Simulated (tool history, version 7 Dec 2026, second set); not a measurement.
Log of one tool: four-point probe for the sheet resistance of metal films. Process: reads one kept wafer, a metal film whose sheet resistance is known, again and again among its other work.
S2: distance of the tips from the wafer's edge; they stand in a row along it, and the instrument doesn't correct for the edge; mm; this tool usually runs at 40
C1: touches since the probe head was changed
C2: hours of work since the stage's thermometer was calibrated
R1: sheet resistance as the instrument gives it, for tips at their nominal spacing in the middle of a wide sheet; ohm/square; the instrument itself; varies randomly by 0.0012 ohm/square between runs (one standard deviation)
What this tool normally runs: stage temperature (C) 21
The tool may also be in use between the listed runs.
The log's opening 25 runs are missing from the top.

run 26 hour=2405.4 | stage_temperature_(C)=33 S2=4 | C1=60507 C2=763 | R1=5.991778
run 27 hour=2519.6 | stage_temperature_(C)=22 S2=4 | C1=64079 C2=819 | R1=5.983119
run 28 hour=2572.7 | stage_temperature_(C)=22 S2=4 | C1=65737 C2=845 | R1=5.981039
run 29 hour=2692.5 | stage_temperature_(C)=23 S2=43 | C1=69485 C2=904 | R1=5.90488
run 30 hour=2796.2 | stage_temperature_(C)=23 S2=43 | C1=72725 C2=954 | R1=5.903613
run 31 hour=2875.8 | stage_temperature_(C)=23 S2=43 | C1=75215 C2=993 | R1=5.904252
run 32 hour=2987.4 | stage_temperature_(C)=23 S2=43 | C1=78703 C2=1047 | R1=5.905658
run 33 hour=3086.6 | stage_temperature_(C)=33 S2=19 | C1=81805 C2=1096 | R1=5.912968
run 34 hour=3154.4 | stage_temperature_(C)=24 S2=73 | C1=83924 C2=1129 | R1=5.903029
run 35 hour=3262.4 | stage_temperature_(C)=34 S2=39 | C1=87302 C2=1182 | R1=5.914261

Here are 4 independent what-if runs from the current tool condition. What would each one return?
run A hour=3322 | stage_temperature_(C)=21 S2=19 | C1=89167 C2=1211 | R1=?
run B hour=3322 | stage_temperature_(C)=26 S2=4 | C1=89167 C2=1211 | R1=?
run C hour=3322 | stage_temperature_(C)=29 S2=40 | C1=89167 C2=1211 | R1=?
run D hour=3322 | stage_temperature_(C)=22 S2=4 | C1=89167 C2=1211 | R1=?

run=A R1=5.904516
run=B R1=5.984515
run=C R1=5.90913
run=D R1=5.982473
With the hidden condition removed and each run's random variation left untouched, the same runs would have given:
run=A R1=5.90514
run=B R1=5.985148
run=C R1=5.909757
run=D R1=5.983105
